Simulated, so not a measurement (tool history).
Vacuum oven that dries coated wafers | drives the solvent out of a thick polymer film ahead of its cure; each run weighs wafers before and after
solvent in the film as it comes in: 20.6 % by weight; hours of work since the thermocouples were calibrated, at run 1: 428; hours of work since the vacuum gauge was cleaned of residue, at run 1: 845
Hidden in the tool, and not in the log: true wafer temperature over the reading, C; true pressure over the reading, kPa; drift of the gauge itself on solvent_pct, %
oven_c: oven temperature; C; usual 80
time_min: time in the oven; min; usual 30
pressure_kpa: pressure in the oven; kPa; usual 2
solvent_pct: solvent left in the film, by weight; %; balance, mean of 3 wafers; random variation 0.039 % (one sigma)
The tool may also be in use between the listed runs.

run,hour,oven_c,time_min,pressure_kpa,hours of work since the thermocouples were calibrated,hours of work since the vacuum gauge was cleaned of residue,solvent_pct
1,0,80,30,2,428,845,1.94
2,18.1,80,30,2,438,855,1.95
3,48,80,30,2,456,872,1.94
4,80.5,80,16,2,474,891,3.77
5,121.4,80,16,2,498,914,3.87
6,161.9,80,16,2,521,938,3.75
7,184.7,80,16,2,534,951,3.75
8,214.5,80,16,2,551,968,3.84
9,253,80,16,2,573,990,3.8
10,277.1,80,16,2,587,1004,3.79
11,304.8,80,16,2,603,1020,3.73
12,326.7,65,30,2,616,1032,5.15
13,361.1,65,19,1.83,635,1052,7.16
14,385.5,65,19,2.92,650,1066,8.2
15,423.9,95,19,4.26,672,1088,1.86
# hour 456: vacuum gauge cleaned of residue and calibrated
16,462.5,65,27,1.21,693,4,4.43
17,490.7,93,22,2,709,20,0.92
18,520.9,68,35,1.78,726,37,3.15
19,552.8,68,35,1.78,745,56,3.1

Forecast each of these 3 alternatives for the next run:
A,597.5,86,35,1.78,770,81,?
B,597.5,76,30,2,770,81,?
C,597.5,73,25,1.22,770,81,?

run,solvent_pct
A,0.96
B,2.22
C,2.74
Without the tool's hidden state the same runs would have given:
run,solvent_pct
A,1.03
B,2.49
C,3.1
